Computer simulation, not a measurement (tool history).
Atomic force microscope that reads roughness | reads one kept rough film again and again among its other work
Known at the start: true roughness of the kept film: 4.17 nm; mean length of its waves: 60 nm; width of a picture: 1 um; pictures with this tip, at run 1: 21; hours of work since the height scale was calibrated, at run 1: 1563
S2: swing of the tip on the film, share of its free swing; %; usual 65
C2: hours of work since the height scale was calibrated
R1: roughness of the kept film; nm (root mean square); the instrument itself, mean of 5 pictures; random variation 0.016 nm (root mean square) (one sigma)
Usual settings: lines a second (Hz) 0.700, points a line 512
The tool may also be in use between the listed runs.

run 1 day=0.000 | lines_a_second_(Hz)=0.700 S2=65 points_a_line=512 | pictures_with_this_tip=21 C2=1563 | R1=3.792
-- day=1.967 new tip fitted
run 2 day=2.488 | lines_a_second_(Hz)=0.700 S2=65 points_a_line=512 | pictures_with_this_tip=21 C2=1596 | R1=3.803
-- day=4.454 new tip fitted
run 3 day=5.738 | lines_a_second_(Hz)=0.700 S2=65 points_a_line=512 | pictures_with_this_tip=51 C2=1639 | R1=3.704
-- day=7.088 new tip fitted
run 4 day=8.767 | lines_a_second_(Hz)=0.700 S2=65 points_a_line=512 | pictures_with_this_tip=66 C2=1680 | R1=3.659
-- day=9.579 new tip fitted
-- day=12.029 new tip fitted
run 5 day=12.371 | lines_a_second_(Hz)=0.700 S2=65 points_a_line=512 | pictures_with_this_tip=13 C2=1728 | R1=3.838
-- day=14.533 new tip fitted
run 6 day=15.688 | lines_a_second_(Hz)=0.700 S2=65 points_a_line=512 | pictures_with_this_tip=46 C2=1772 | R1=3.700
-- day=17.062 new tip fitted
run 7 day=18.862 | lines_a_second_(Hz)=0.700 S2=65 points_a_line=512 | pictures_with_this_tip=71 C2=1815 | R1=3.647
-- day=19.725 new tip fitted
-- day=22.154 new tip fitted
run 8 day=22.483 | lines_a_second_(Hz)=0.700 S2=65 points_a_line=319 | pictures_with_this_tip=13 C2=1863 | R1=3.804
-- day=24.608 new tip fitted
run 9 day=24.775 | lines_a_second_(Hz)=0.700 S2=65 points_a_line=319 | pictures_with_this_tip=7 C2=1893 | R1=3.810
-- day=27.150 new tip fitted
run 10 day=27.646 | lines_a_second_(Hz)=0.855 S2=65 points_a_line=512 | pictures_with_this_tip=20 C2=1932 | R1=3.775
run 11 day=29.512 | lines_a_second_(Hz)=0.700 S2=65 points_a_line=512 | pictures_with_this_tip=93 C2=1957 | R1=3.588
-- day=29.833 new tip fitted
run 12 day=31.800 | lines_a_second_(Hz)=0.700 S2=65 points_a_line=512 | pictures_with_this_tip=77 C2=1987 | R1=3.588
-- day=32.317 new tip fitted
run 13 day=34.358 | lines_a_second_(Hz)=0.700 S2=65 points_a_line=512 | pictures_with_this_tip=80 C2=2022 | R1=3.600
-- day=34.921 new tip fitted
-- day=37.438 new tip fitted
run 14 day=38.062 | lines_a_second_(Hz)=0.700 S2=65 points_a_line=512 | pictures_with_this_tip=24 C2=2071 | R1=3.781
-- day=39.917 new tip fitted
run 15 day=39.917 | lines_a_second_(Hz)=0.700 S2=65 points_a_line=512 | pictures_with_this_tip=0 C2=2096 | R1=3.892
run 16 day=41.467 | lines_a_second_(Hz)=0.700 S2=65 points_a_line=512 | pictures_with_this_tip=61 C2=2116 | R1=3.646
-- day=42.321 new tip fitted
run 17 day=44.342 | lines_a_second_(Hz)=0.629 S2=68 points_a_line=512 | pictures_with_this_tip=79 C2=2155 | R1=3.609
-- day=44.929 new tip fitted
run 18 day=46.950 | lines_a_second_(Hz)=0.541 S2=65 points_a_line=531 | pictures_with_this_tip=79 C2=2190 | R1=3.656
-- day=47.446 new tip fitted
run 19 day=48.858 | lines_a_second_(Hz)=3.184 S2=58 points_a_line=630 | pictures_with_this_tip=55 C2=2215 | R1=3.506
-- day=50.021 new tip fitted
-- day=52.500 new tip fitted
run 20 day=52.525 | lines_a_second_(Hz)=2.654 S2=56 points_a_line=307 | pictures_with_this_tip=1 C2=2264 | R1=3.748
-- day=53.917 height scale calibrated on a step standard
run 21 day=54.458 | lines_a_second_(Hz)=1.802 S2=67 points_a_line=573 | pictures_with_this_tip=75 C2=7 | R1=3.398
-- day=54.996 new tip fitted
run 22 day=56.221 | lines_a_second_(Hz)=1.802 S2=67 points_a_line=573 | pictures_with_this_tip=48 C2=31 | R1=3.469
-- day=57.625 new tip fitted
run 23 day=57.896 | lines_a_second_(Hz)=0.584 S2=62 points_a_line=488 | pictures_with_this_tip=11 C2=53 | R1=3.858
-- day=60.079 new tip fitted
run 24 day=60.908 | lines_a_second_(Hz)=1.382 S2=62 points_a_line=488 | pictures_with_this_tip=32 C2=93 | R1=3.666
-- day=62.600 new tip fitted
run 25 day=63.233 | lines_a_second_(Hz)=3.868 S2=75 points_a_line=510 | pictures_with_this_tip=25 C2=124 | R1=3.010
-- day=63.804 height scale calibrated on a step standard, once more
run 26 day=64.921 | lines_a_second_(Hz)=0.700 S2=64 points_a_line=512 | pictures_with_this_tip=90 C2=15 | R1=3.606
-- day=65.242 new tip fitted
run 27 day=66.771 | lines_a_second_(Hz)=0.700 S2=64 points_a_line=512 | pictures_with_this_tip=60 C2=40 | R1=3.725
-- day=67.662 new tip fitted
run 28 day=68.854 | lines_a_second_(Hz)=0.700 S2=64 points_a_line=512 | pictures_with_this_tip=47 C2=67 | R1=3.753
-- day=70.108 new tip fitted
run 29 day=72.250 | lines_a_second_(Hz)=0.700 S2=62 points_a_line=435 | pictures_with_this_tip=85 C2=113 | R1=3.643
-- day=72.533 new tip fitted
run 30 day=74.267 | lines_a_second_(Hz)=0.700 S2=76 points_a_line=758 | pictures_with_this_tip=68 C2=140 | R1=3.585
-- day=74.942 new tip fitted
run 31 day=75.883 | lines_a_second_(Hz)=0.700 S2=59 points_a_line=758 | pictures_with_this_tip=37 C2=161 | R1=3.792
-- day=77.546 new tip fitted
run 32 day=79.288 | lines_a_second_(Hz)=0.721 S2=61 points_a_line=984 | pictures_with_this_tip=69 C2=207 | R1=3.703

How the hidden state differs across the entries between the runs, from the last listed run before each to the first after it:
Between runs 1 and 2: new tip fitted (day 1.967)
  radius of the tip, nm: 12.3 -> 11.6; height scale over the true one, %: -0.97 -> -0.99
  measured less the result without the state, R1: -0.127 -> -0.116 nm (root mean square)
Between runs 2 and 3: new tip fitted (day 4.454)
  radius of the tip, nm: 11.6 -> 19.2; height scale over the true one, %: -0.99 -> -1.01
  measured less the result without the state, R1: -0.116 -> -0.240 nm (root mean square)
Between runs 3 and 4: new tip fitted (day 7.088)
  radius of the tip, nm: 19.2 -> 20.6; height scale over the true one, %: -1.01 -> -1.04
  measured less the result without the state, R1: -0.240 -> -0.262 nm (root mean square)
Between runs 4 and 5: new tip fitted (day 9.579); new tip fitted (day 12.029)
  radius of the tip, nm: 20.6 -> 9.6; height scale over the true one, %: -1.04 -> -1.06
  measured less the result without the state, R1: -0.262 -> -0.086 nm (root mean square)
Between runs 5 and 6: new tip fitted (day 14.533)
  radius of the tip, nm: 9.6 -> 17.5; height scale over the true one, %: -1.06 -> -1.09
  measured less the result without the state, R1: -0.086 -> -0.215 nm (root mean square)
Between runs 6 and 7: new tip fitted (day 17.062)
  radius of the tip, nm: 17.5 -> 20.9; height scale over the true one, %: -1.09 -> -1.11
  measured less the result without the state, R1: -0.215 -> -0.269 nm (root mean square)
Between runs 7 and 8: new tip fitted (day 19.725); new tip fitted (day 22.154)
  radius of the tip, nm: 20.9 -> 10.8; height scale over the true one, %: -1.11 -> -1.14
  measured less the result without the state, R1: -0.269 -> -0.108 nm (root mean square)
Between runs 8 and 9: new tip fitted (day 24.608)
  radius of the tip, nm: 10.8 -> 8.9; height scale over the true one, %: -1.14 -> -1.15
  measured less the result without the state, R1: -0.108 -> -0.078 nm (root mean square)
Between runs 9 and 10: new tip fitted (day 27.150)
  radius of the tip, nm: 8.9 -> 10.7; height scale over the true one, %: -1.15 -> -1.18
  measured less the result without the state, R1: -0.078 -> -0.108 nm (root mean square)
Between runs 11 and 12: new tip fitted (day 29.833)
  radius of the tip, nm: 25.3 -> 24; height scale over the true one, %: -1.19 -> -1.21
  measured less the result without the state, R1: -0.336 -> -0.318 nm (root mean square)
Between runs 12 and 13: new tip fitted (day 32.317)
  radius of the tip, nm: 24 -> 24.8; height scale over the true one, %: -1.21 -> -1.23
  measured less the result without the state, R1: -0.318 -> -0.333 nm (root mean square)
Between runs 13 and 14: new tip fitted (day 34.921); new tip fitted (day 37.438)
  radius of the tip, nm: 24.8 -> 11.7; height scale over the true one, %: -1.23 -> -1.26
  measured less the result without the state, R1: -0.333 -> -0.127 nm (root mean square)
Between runs 14 and 15: new tip fitted (day 39.917)
  radius of the tip, nm: 11.7 -> 7.2; height scale over the true one, %: -1.26 -> -1.27
  measured less the result without the state, R1: -0.127 -> -0.054 nm (root mean square)
Between runs 16 and 17: new tip fitted (day 42.321)
  radius of the tip, nm: 19.8 -> 23; height scale over the true one, %: -1.28 -> -1.31
  measured less the result without the state, R1: -0.258 -> -0.308 nm (root mean square)
Between runs 17 and 18: new tip fitted (day 44.929)
  radius of the tip, nm: 23 -> 23.1; height scale over the true one, %: -1.31 -> -1.33
  measured less the result without the state, R1: -0.308 -> -0.313 nm (root mean square)
Between runs 18 and 19: new tip fitted (day 47.446)
  radius of the tip, nm: 23.1 -> 18.3; height scale over the true one, %: -1.33 -> -1.34
  measured less the result without the state, R1: -0.313 -> -0.225 nm (root mean square)
Between runs 19 and 20: new tip fitted (day 50.021); new tip fitted (day 52.500)
  radius of the tip, nm: 18.3 -> 7.2; height scale over the true one, %: -1.34 -> -1.37
  measured less the result without the state, R1: -0.225 -> -0.056 nm (root mean square)
Between runs 20 and 21: height scale calibrated on a step standard (day 53.917)
  radius of the tip, nm: 7.2 -> 23.2; height scale over the true one, %: -1.37 -> -1.93
  measured less the result without the state, R1: -0.056 -> -0.316 nm (root mean square)
Between runs 21 and 22: new tip fitted (day 54.996)
  radius of the tip, nm: 23.2 -> 18; height scale over the true one, %: -1.93 -> -1.95
  measured less the result without the state, R1: -0.316 -> -0.242 nm (root mean square)
Between runs 22 and 23: new tip fitted (day 57.625)
  radius of the tip, nm: 18 -> 9.8; height scale over the true one, %: -1.95 -> -1.96
  measured less the result without the state, R1: -0.242 -> -0.125 nm (root mean square)
Between runs 23 and 24: new tip fitted (day 60.079)
  radius of the tip, nm: 9.8 -> 13.6; height scale over the true one, %: -1.96 -> -1.98
  measured less the result without the state, R1: -0.125 -> -0.184 nm (root mean square)
Between runs 24 and 25: new tip fitted (day 62.600)
  radius of the tip, nm: 13.6 -> 11.3; height scale over the true one, %: -1.98 -> -2
  measured less the result without the state, R1: -0.184 -> -0.121 nm (root mean square)
Between runs 25 and 26: height scale calibrated on a step standard, once more (day 63.804)
  radius of the tip, nm: 11.3 -> 27.1; height scale over the true one, %: -2 -> 0.11
  measured less the result without the state, R1: -0.121 -> -0.317 nm (root mean square)
Between runs 26 and 27: new tip fitted (day 65.242)
  radius of the tip, nm: 27.1 -> 19.9; height scale over the true one, %: 0.11 -> 0.09
  measured less the result without the state, R1: -0.317 -> -0.210 nm (root mean square)
Between runs 27 and 28: new tip fitted (day 67.662)
  radius of the tip, nm: 19.9 -> 18.2; height scale over the true one, %: 0.09 -> 0.08
  measured less the result without the state, R1: -0.210 -> -0.183 nm (root mean square)
Between runs 28 and 29: new tip fitted (day 70.108)
  radius of the tip, nm: 18.2 -> 24.1; height scale over the true one, %: 0.08 -> 0.05
  measured less the result without the state, R1: -0.183 -> -0.274 nm (root mean square)
Between runs 29 and 30: new tip fitted (day 72.533)
  radius of the tip, nm: 24.1 -> 21.7; height scale over the true one, %: 0.05 -> 0.04
  measured less the result without the state, R1: -0.274 -> -0.232 nm (root mean square)
Between runs 30 and 31: new tip fitted (day 74.942)
  radius of the tip, nm: 21.7 -> 15.7; height scale over the true one, %: 0.04 -> 0.03
  measured less the result without the state, R1: -0.232 -> -0.144 nm (root mean square)
Between runs 31 and 32: new tip fitted (day 77.546)
  radius of the tip, nm: 15.7 -> 22.1; height scale over the true one, %: 0.03 -> 0
  measured less the result without the state, R1: -0.144 -> -0.249 nm (root mean square)
